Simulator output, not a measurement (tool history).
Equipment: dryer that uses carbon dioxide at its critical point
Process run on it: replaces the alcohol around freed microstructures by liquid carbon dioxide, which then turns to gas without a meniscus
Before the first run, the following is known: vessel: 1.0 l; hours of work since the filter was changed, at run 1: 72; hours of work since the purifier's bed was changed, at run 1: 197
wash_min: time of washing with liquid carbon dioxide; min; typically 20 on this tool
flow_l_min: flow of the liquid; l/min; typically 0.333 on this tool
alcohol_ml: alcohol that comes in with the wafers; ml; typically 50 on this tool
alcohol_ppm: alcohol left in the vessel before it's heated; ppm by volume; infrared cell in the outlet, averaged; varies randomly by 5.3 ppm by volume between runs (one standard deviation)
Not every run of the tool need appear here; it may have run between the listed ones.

run	hour	wash_min	flow_l_min	alcohol_ml	hours of work since the filter was changed	hours of work since the purifier's bed was changed	alcohol_ppm
1	0	20	0.333	50	72	197	150
2	7.3	20	0.333	28	78	203	93
3	17.1	20	0.201	50	85	210	1668
4	30.8	20	0.226	50	96	221	1087
5	36.7	20	0.226	50	100	226	1110
6	43.2	19	0.226	50	105	231	1295
7	49.6	20	0.333	50	110	236	163
8	59.8	20	0.333	50	118	243	157
9	69	20	0.278	50	125	250	445
10	80	20	0.278	50	134	259	444
11	89.3	20	0.333	50	141	266	190
12	100.5	20	0.333	50	150	275	182
13	108.4	23	0.333	50	156	281	84
14	121.7	23	0.333	50	166	291	90
15	129	23	0.333	50	172	297	98
16	141.8	23	0.333	50	181	307	92
17	154.5	23	0.333	50	191	316	96
18	164.3	23	0.333	50	199	324	92
19	175.5	23	0.333	50	207	333	109
20	184.2	20	0.206	50	214	339	1756
21	192.4	20	0.206	50	220	346	1775
22	206	20	0.341	50	231	356	195
23	217.9	20	0.263	50	240	365	708
24	226.4	20	0.516	50	247	372	35
25	233.9	20	0.384	28	252	378	76
26	240.4	19	0.384	28	258	383	85
27	249.4	19	0.384	24	264	390	86
28	256.5	25	0.311	44	270	395	105
29	266.4	25	0.311	44	278	403	106
30	272.4	30	0.311	70	282	407	58
31	285.1	20	0.269	50	292	417	695
32	292	20	0.269	50	297	423	671
33	301.1	20	0.22	50	304	430	1600
34	310.7	15	0.22	46	312	437	3552
35	321.7	20	0.289	50	320	445	531
36	332	22	0.289	45	328	453	327
37	339.6	22	0.297	45	334	459	272
38	346	31	0.297	35	339	464	60
39	356.8	20	0.389	50	347	472	128
40	366.4	20	0.228	50	355	480	1530
41	373.9	20	0.228	50	360	486	1526
42	385.9	20	0.243	50	370	495	1202
43	396.4	20	0.333	54	378	503	321
44	409.6	17	0.38	73	388	513	465
45	419.9	25	0.233	50	396	521	633
46	431.7	16	0.217	41	405	530	3062
47	438.1	20	0.333	54	410	535	344

4 ways to go on from here, each from the tool as it stands after run 47. What would each give?
A	450.3	24	0.493	33	419	545	?
B	450.3	28	0.333	38	419	545	?
C	450.3	20	0.269	38	419	545	?
D	450.3	14	0.398	56	419	545	?

run	alcohol_ppm
A	42
B	59
C	654
D	734
Without the tool's unlogged condition, the same runs would have read:
run	alcohol_ppm
A	8
B	7
C	297
D	318

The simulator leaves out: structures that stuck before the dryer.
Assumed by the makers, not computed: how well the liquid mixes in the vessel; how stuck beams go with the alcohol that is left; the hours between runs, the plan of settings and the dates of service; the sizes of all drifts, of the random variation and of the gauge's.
